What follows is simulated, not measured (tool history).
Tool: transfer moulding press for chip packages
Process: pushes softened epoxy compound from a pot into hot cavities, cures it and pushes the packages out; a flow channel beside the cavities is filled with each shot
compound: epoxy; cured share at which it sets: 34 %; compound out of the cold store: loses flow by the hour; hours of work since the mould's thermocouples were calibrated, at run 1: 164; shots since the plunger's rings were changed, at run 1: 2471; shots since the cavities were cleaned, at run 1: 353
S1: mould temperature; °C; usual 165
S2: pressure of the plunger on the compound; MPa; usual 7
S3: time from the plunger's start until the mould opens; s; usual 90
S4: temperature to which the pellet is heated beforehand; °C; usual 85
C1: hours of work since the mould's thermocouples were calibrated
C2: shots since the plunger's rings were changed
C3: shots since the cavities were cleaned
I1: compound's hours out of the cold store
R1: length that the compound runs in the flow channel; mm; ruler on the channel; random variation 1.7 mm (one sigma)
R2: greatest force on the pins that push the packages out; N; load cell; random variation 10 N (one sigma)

run	hour	S1	S2	S3	S4	C1	C2	C3	I1	R1	R2
1	0	165	7	90	85	164	2471	353	28	512	863
2	7.4	158	7	90	85	168	2549	431	10.8	570	1586
# hour 12: plunger's sealing rings changed
# hour 18: cavities cleaned with cleaning compound and waxed
3	18	158	7	90	85	172	48	0	13.3	589	842
4	26.4	165	5.86	90	85	177	137	89	9.6	527	629
5	37.6	165	5.86	90	85	183	257	209	42.1	460	707
6	44.8	165	5.98	90	85	187	333	285	15	523	790
7	53.4	165	5.98	78	85	192	426	378	39.9	470	1086
8	59.1	165	5.98	78	85	195	486	438	24.4	498	1179
# hour 67.2: cavities cleaned with cleaning compound and waxed
9	71.3	165	5.98	78	85	202	600	43	44.6	461	687
10	78.4	165	5.98	78	85	206	676	119	24.6	499	841
11	84.5	165	7	126	85	209	741	184	20.6	545	578
12	97.6	165	7	126	85	217	881	324	14.5	553	662
13	110.3	165	7	126	85	224	1017	460	41	501	676
# hour 116.1: cavities cleaned with cleaning compound and waxed
14	118.5	165	7	126	85	228	1088	26	14.1	556	408
15	129.6	165	7	97	78	234	1206	144	18.8	545	606
16	142.1	165	7	97	91	241	1339	277	10	559	727
17	152.6	165	7	97	91	247	1451	389	38.4	501	745
# hour 165.2: cavities cleaned with cleaning compound and waxed
18	166.5	171	7	90	86	255	1584	14	33.2	499	402
19	172.1	165	7	111	85	258	1643	73	11.4	559	488
20	182.3	165	7	111	85	264	1752	182	25.6	525	592
21	192.6	165	7	111	85	270	1862	292	44.9	485	651
22	202.3	157	7	79	89	275	1966	396	29.7	534	1997
# hour 213.9: cavities cleaned with cleaning compound and waxed
23	216.1	166	8.44	87	90	282	2097	24	34.5	551	508
24	228.4	165	7	90	78	289	2228	155	33.9	501	682
25	237.5	165	7	90	78	294	2325	252	16.4	537	781
26	249.6	158	5.53	81	79	301	2454	381	33.3	464	1819
# hour 263.9: plunger's sealing rings changed
# hour 265.4: cavities cleaned with cleaning compound and waxed
27	265.8	166	7	90	85	308	4	4	32.7	524	452
28	272.3	166	7	90	85	312	73	73	45.6	499	531

4 ways to go on from here, each from the tool as it stands after run 28. What would each give?
A	280.4	165	8.69	112	90	317	160	160	11.2	?	?
B	280.4	166	7	90	86	317	160	160	17.7	?	?
C	280.4	165	7	106	87	317	160	160	23.2	?	?
D	280.4	161	7	70	80	317	160	160	45.2	?	?

run	R1	R2
A	635	584
B	553	667
C	545	562
D	510	1569
Without the tool's hidden state the same runs would have given:
run	R1	R2
A	640	399
B	557	464
C	549	386
D	514	1104
